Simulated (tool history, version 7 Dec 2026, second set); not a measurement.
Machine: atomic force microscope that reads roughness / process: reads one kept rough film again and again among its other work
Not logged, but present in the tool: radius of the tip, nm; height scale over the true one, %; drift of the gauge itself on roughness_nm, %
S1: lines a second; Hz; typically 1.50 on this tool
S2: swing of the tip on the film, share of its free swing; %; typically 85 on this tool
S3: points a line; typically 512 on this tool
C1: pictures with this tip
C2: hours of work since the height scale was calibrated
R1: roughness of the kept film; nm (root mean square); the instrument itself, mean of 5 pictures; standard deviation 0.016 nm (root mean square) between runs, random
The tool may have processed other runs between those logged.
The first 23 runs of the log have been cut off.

run     day    S1  S2   S3   C1    C2     R1
 24  20.575  1.13  56  512  314   964  3.959
     20.958  -- new tip fitted
 25  21.150  0.69  64  311    7   972  3.917
 26  21.725  1.50  79  512   28   981  3.791
 27  22.517  2.81  64  617   56   993  3.849
 28  23.062  1.93  79  390   76  1002  3.735
 29  24.296  1.93  76  390  121  1021  3.786
 30  25.079  1.93  76  390  150  1033  3.799
 31  25.875  0.82  58  512  179  1045  3.950
 32  26.571  1.50  80  432  204  1056  3.801
 33  27.392  1.50  72  536  234  1069  3.862
 34  28.108  1.96  78  536  260  1080  3.766
 35  29.267  1.96  78  536  302  1097  3.755
     29.975  -- new tip fitted
 36  30.108  0.54  76  536    5  1110  3.895
 37  30.646  0.60  58  337   24  1118  3.921

Below are 5 alternative next runs, each starting from the tool's condition after run 37. Predict each:
  A  31.429  0.60  59  852  53  1131   ?
  B  31.429  0.64  57  512  53  1131   ?
  C  31.429  2.89  58  337  53  1131   ?
  D  31.429  3.53  58  337  53  1131   ?
  E  31.429  0.60  71  346  53  1131   ?

run     R1
  A  3.962
  B  3.965
  C  3.877
  D  3.846
  E  3.942
Take away the tool's hidden state, keep each run's random variation, and the runs would have read:
run     R1
  A  3.963
  B  3.966
  C  3.878
  D  3.846
  E  3.942

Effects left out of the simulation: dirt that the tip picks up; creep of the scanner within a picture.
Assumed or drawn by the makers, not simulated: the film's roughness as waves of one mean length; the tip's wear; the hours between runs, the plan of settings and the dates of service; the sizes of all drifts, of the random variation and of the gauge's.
